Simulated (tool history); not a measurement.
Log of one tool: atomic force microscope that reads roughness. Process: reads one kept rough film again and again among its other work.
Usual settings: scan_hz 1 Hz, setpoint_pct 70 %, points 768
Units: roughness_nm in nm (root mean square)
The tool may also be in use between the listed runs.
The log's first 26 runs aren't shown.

| run | hour | scan_hz | setpoint_pct | points | roughness_nm |
|---|---|---|---|---|---|
|  | 808.3 | new tip fitted |
| 27 | 820.7 | 0.73 | 56 | 503 | 4.448 |
| 28 | 847.5 | 1 | 62 | 440 | 4.155 |
| 29 | 883.2 | 1 | 62 | 440 | 3.955 |
|  | 909.1 | new tip fitted |
| 30 | 912.8 | 1 | 62 | 440 | 4.485 |
| 31 | 933.6 | 1 | 62 | 440 | 4.283 |
| 32 | 974.9 | 1 | 70 | 443 | 4 |
|  | 1010.2 | new tip fitted |
| 33 | 1020.8 | 0.95 | 90 | 459 | 4.005 |
| 34 | 1043.2 | 0.5 | 70 | 768 | 4.228 |
| 35 | 1077.7 | 3.16 | 70 | 402 | 3.569 |
|  | 1111.4 | new tip fitted |
| 36 | 1120.9 | 1.66 | 78 | 424 | 4.036 |
| 37 | 1147 | 2.04 | 67 | 357 | 4.037 |
| 38 | 1174.5 | 1 | 61 | 611 | 4.042 |
|  | 1211.8 | new tip fitted |
| 39 | 1212.6 | 1 | 66 | 614 | 4.415 |

Forecast run 40:
| 40 | 1238.3 | 1 | 82 | 768 | ? |

Run 40 gave roughness_nm 4.06 nm (root mean square).
Without the tool's hidden state the same run would have given roughness_nm 4.274 nm (root mean square).

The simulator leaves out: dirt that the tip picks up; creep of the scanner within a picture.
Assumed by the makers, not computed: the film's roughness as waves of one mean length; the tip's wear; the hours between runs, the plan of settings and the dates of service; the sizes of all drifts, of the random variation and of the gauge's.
